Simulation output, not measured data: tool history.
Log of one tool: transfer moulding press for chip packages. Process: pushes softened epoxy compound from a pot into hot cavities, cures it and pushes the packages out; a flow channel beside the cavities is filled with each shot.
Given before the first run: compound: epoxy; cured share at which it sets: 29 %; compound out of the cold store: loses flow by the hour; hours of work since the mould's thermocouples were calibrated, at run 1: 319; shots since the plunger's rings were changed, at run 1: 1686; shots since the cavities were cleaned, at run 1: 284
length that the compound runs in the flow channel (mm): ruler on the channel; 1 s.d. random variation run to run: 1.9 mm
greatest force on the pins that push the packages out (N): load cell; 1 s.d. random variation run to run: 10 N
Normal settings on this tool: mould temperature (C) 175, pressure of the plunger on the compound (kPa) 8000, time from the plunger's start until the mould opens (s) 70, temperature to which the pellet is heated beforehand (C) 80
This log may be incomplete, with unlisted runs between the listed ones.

run,hour,mould temperature (C),pressure of the plunger on the compound (kPa),time from the plunger's start until the mould opens (s),temperature to which the pellet is heated beforehand (C),hours of work since the mould's thermocouples were calibrated,shots since the plunger's rings were changed,shots since the cavities were cleaned,incoming compound's hours out of the cold store,length that the compound runs in the flow channel (mm),greatest force on the pins that push the packages out (N)
1,0,175,8000,70,80,319,1686,284,38.6,571,447
2,12.5,175,8000,70,80,325,1857,455,10.1,633,488
# hour 19.9: cavities cleaned with cleaning compound and waxed
3,42.5,175,8000,70,78,340,2248,310,24.6,603,456
# hour 59.6: cavities cleaned with cleaning compound and waxed
4,61.8,175,8000,70,78,349,2492,30,21.6,611,462
# hour 68.4: plunger's sealing rings changed
5,85.5,175,8000,70,78,361,234,320,43.9,559,476
# hour 101.4: cavities cleaned with cleaning compound and waxed
6,103,175,8000,70,78,369,455,23,26.8,596,458
7,130.6,175,8000,93,80,383,833,401,22.4,603,370
# hour 140.2: cavities cleaned with cleaning compound and waxed
8,144.2,175,8000,70,80,390,999,55,27.9,588,455
9,170.2,175,8000,70,80,403,1356,412,41.5,559,458
# hour 179.3: cavities cleaned with cleaning compound and waxed
10,197.8,175,8000,70,80,417,1714,254,35,578,457
11,212.8,175,8000,70,80,425,1919,459,36.3,573,447
# hour 220.4: cavities cleaned with cleaning compound and waxed
12,233.9,180,8000,76,77,435,2188,185,26.9,591,377
13,250.3,180,8000,76,77,444,2414,411,40.9,559,382
# hour 259.7: cavities cleaned with cleaning compound and waxed
# hour 264: plunger's sealing rings changed
14,275,175,8000,67,85,455,151,175,31.8,581,505
15,292.9,175,9830,70,80,464,397,421,25.9,660,455

Alternative continuations, all from the tool just after run 15; predict every row:
# hour 302.7: cavities cleaned with cleaning compound and waxed
A,315.2,175,7340,73,79,475,683,172,21.3,?,?
# hour 302.7: cavities cleaned with cleaning compound and waxed
B,315.2,180,9840,70,83,475,683,172,26.4,?,?
# hour 302.7: cavities cleaned with cleaning compound and waxed
C,315.2,183,8000,70,80,475,683,172,11.2,?,?
# hour 302.7: cavities cleaned with cleaning compound and waxed
D,315.2,175,9930,61,80,475,683,172,37.4,?,?

run,length that the compound runs in the flow channel (mm),greatest force on the pins that push the packages out (N)
A,580,428
B,650,397
C,622,373
D,637,598
Had the tool no hidden state, the same runs would have come out as:
run,length that the compound runs in the flow channel (mm),greatest force on the pins that push the packages out (N)
A,580,426
B,650,395
C,622,371
D,637,596

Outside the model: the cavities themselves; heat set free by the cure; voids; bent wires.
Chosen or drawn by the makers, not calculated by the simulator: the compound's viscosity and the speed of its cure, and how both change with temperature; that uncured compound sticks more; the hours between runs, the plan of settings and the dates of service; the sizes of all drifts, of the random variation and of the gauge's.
